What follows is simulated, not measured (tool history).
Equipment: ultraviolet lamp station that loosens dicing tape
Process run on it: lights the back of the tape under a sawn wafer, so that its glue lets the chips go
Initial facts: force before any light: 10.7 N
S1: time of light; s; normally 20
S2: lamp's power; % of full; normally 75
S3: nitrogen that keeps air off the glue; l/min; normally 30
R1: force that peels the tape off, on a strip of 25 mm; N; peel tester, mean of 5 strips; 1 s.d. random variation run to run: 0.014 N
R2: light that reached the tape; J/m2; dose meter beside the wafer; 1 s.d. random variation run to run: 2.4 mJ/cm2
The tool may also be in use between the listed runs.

run,hour,S1,S2,S3,R1,R2
1,0,20,75,30,1.449,1930
2,39.5,20,75,30,1.475,1840
3,83.6,20,75,30,1.547,1800
4,152.9,11,75,30,3.754,990
5,185.7,11,75,30,3.729,990
6,239.9,11,75,30,3.86,950
7,270.8,20,75,30,1.617,1750
8,324.5,20,75,30,1.657,1710
# hour 369: lamp changed
9,384.5,20,75,30,0.724,2620
10,442.1,20,75,27,0.804,2570
11,490.1,20,75,27,0.826,2570
12,527.9,20,75,58,0.466,2570
13,576.6,20,75,58,0.509,2560
14,635.2,20,75,58,0.509,2490
15,678.5,20,75,58,0.543,2500
16,737.1,20,75,28,0.928,2410
17,786.2,20,75,28,0.913,2410
# hour 829.9: window cleaned of glue's vapour
18,850.6,20,75,41,0.577,2600
19,889.7,20,75,53,0.518,2600
20,958,20,75,53,0.521,2530
21,1025.3,35,75,17,0.346,4370
22,1076.3,29,75,14,0.671,3580
23,1140.4,29,75,14,0.685,3520
24,1202.1,25,75,46,0.376,2990
25,1263.5,25,75,46,0.389,2930
26,1331.9,14,72,58,1.479,1590
27,1390.6,13,78,30,1.985,1550
28,1445.9,30,61,9,1.613,2750
29,1475.9,20,86,31,0.73,2590

Predict each of these 5 candidate next runs independently; none follows another, all start after run 29:
A,1520.1,20,89,35,?,?
B,1520.1,11,82,20,?,?
C,1520.1,24,72,30,?,?
D,1520.1,14,75,37,?,?
E,1520.1,20,63,13,?,?

run,R1,R2
A,0.616,2640
B,3.031,1300
C,0.755,2580
D,1.808,1560
E,2.448,1890
Without the tool's hidden state the same runs would have given:
run,R1,R2
A,0.366,3250
B,2.292,1610
C,0.456,3170
D,1.231,1910
E,1.765,2320
